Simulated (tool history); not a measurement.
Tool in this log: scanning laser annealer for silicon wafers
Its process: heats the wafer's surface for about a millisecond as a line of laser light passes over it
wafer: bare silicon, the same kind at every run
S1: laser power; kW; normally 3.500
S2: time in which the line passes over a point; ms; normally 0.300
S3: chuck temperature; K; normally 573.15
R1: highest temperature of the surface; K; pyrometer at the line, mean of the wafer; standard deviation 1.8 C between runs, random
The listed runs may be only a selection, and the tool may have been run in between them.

run   hour     S1     S2      S3       R1
  1    0.0  3.500  0.300  573.15  1299.15
  2   32.2  3.500  0.300  573.15  1298.15
  3   47.1  3.500  0.300  573.15  1299.15
  4   67.0  3.500  0.300  573.15  1300.15
  5  100.7  3.500  0.300  577.15  1301.15
  6  126.7  3.500  0.300  536.15  1257.15
  7  157.4  3.057  0.300  573.15  1199.15
  8  173.2  3.178  0.300  573.15  1224.15
  9  200.3  3.178  0.300  573.15  1223.15
 10  219.8  3.178  0.300  573.15  1226.15
 11  244.3  3.500  0.300  613.15  1335.15
 12  273.0  3.500  0.300  613.15  1333.15
 13  289.2  3.232  0.300  613.15  1273.15
 14  304.5  3.232  0.300  613.15  1275.15
 15  329.8  3.361  0.300  573.15  1258.15
 16  353.9  3.361  0.300  573.15  1261.15
 17  384.7  3.803  0.251  568.15  1273.15
 18  407.9  3.500  0.350  549.15  1328.15
 19  424.3  3.500  0.350  549.15  1329.15
 20  441.7  3.557  0.259  543.15  1213.15
 21  469.0  3.500  0.300  549.15  1261.15
 22  483.5  3.611  0.352  547.15  1354.15
 23  498.4  3.611  0.352  547.15  1354.15
 24  526.4  3.805  0.355  547.15  1400.15
 25  555.9  3.805  0.355  547.15  1399.15
 26  589.1  3.096  0.336  547.15  1209.15
 27  615.6  3.096  0.336  547.15  1210.15
 28  649.5  3.096  0.336  547.15  1210.15
 29  683.1  3.096  0.336  547.15  1211.15

What if the next run were any one of these 4? Each begins from the tool's condition after run 29:
  A  708.0  3.500  0.243  570.15   ?
  B  708.0  3.023  0.376  557.15   ?
  C  708.0  3.477  0.257  562.15   ?
  D  708.0  3.825  0.218  580.15   ?

run       R1
  A  1199.15
  B  1249.15
  C  1207.15
  D  1229.15
With the hidden condition removed and each run's random variation left untouched, the same runs would have given:
run       R1
  A  1237.15
  B  1291.15
  C  1247.15
  D  1269.15
